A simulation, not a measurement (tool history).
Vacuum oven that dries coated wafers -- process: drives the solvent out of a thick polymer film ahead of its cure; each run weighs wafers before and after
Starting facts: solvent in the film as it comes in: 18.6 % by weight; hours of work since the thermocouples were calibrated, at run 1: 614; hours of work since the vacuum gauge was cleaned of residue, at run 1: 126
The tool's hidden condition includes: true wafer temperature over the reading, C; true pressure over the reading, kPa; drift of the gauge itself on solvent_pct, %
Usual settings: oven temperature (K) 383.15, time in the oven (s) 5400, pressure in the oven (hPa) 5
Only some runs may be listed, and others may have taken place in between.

run,hour,oven temperature (K),time in the oven (s),pressure in the oven (hPa),hours of work since the thermocouples were calibrated,hours of work since the vacuum gauge was cleaned of residue,solvent left in the film (%)
1,0,383.15,5400,5,614,126,4.79
2,39.7,392.15,5400,5,630,143,3.14
3,76.9,392.15,5400,5,646,158,3.16
4,95.7,392.15,5400,5,653,166,3.16
5,134.1,392.15,5400,5,669,182,3.14
6,164.9,383.15,5400,5,682,195,4.78
7,185.3,383.15,5400,5,691,203,4.81
8,210,383.15,5400,5,701,213,4.81
9,236,383.15,4440,5,712,224,5.85
10,257.5,383.15,4440,3.15,720,233,5.63
11,295.1,383.15,4440,3.15,736,248,5.61
12,321.5,383.15,4440,3.48,747,259,5.63
13,346,383.15,4620,5,757,270,5.61
14,368.5,390.15,4620,5,766,279,4.21
15,392.9,390.15,4620,5,777,289,4.21
16,431.9,390.15,4620,5,793,305,4.23
17,459.4,383.15,5400,5,804,317,4.81
18,488,383.15,5400,5,816,328,4.78
19,513.9,383.15,5400,5,827,339,4.84
20,532.9,383.15,5400,5,835,347,4.8
21,566.7,383.15,5400,5,849,361,4.8
22,587.9,368.15,2940,5,857,370,10.78
23,624.8,394.15,4500,4.89,873,385,3.57
24,660.1,394.15,4500,4.89,887,400,3.63
25,697.9,380.15,3420,5,903,415,7.8
26,715.1,383.15,9660,7.48,910,423,2.75
27,745.3,383.15,9660,7.48,923,435,2.74
28,767,375.15,3180,7.8,932,444,9.49
29,791,375.15,3180,7.8,942,454,9.48
30,809.7,378.15,3180,7.8,949,462,8.93
31,845.6,383.15,4680,7.31,964,477,5.82
32,876.5,374.15,5100,19.94,977,489,9.39
33,909,374.15,2700,12.6,990,503,10.92
34,932.2,374.15,2700,12.6,1000,513,10.93
35,955.9,383.15,9120,2.88,1010,522,2.21
36,989.4,383.15,9120,2.88,1024,536,2.23
37,1010.1,383.15,9120,2.88,1032,545,2.22
38,1040.5,373.15,5520,19.56,1045,557,9.28

Alternative continuations, all from the tool just after run 38; predict every row:
A,1076,374.15,4080,19.07,1060,572,?
B,1076,373.15,2700,5,1060,572,?
C,1076,383.15,7800,5.5,1060,572,?

run,solvent left in the film (%)
A,10.07
B,10.15
C,3.23
The same runs, with their run-to-run variation unchanged, on a tool lacking any hidden condition would have given:
run,solvent left in the film (%)
A,10.04
B,10.12
C,3.15
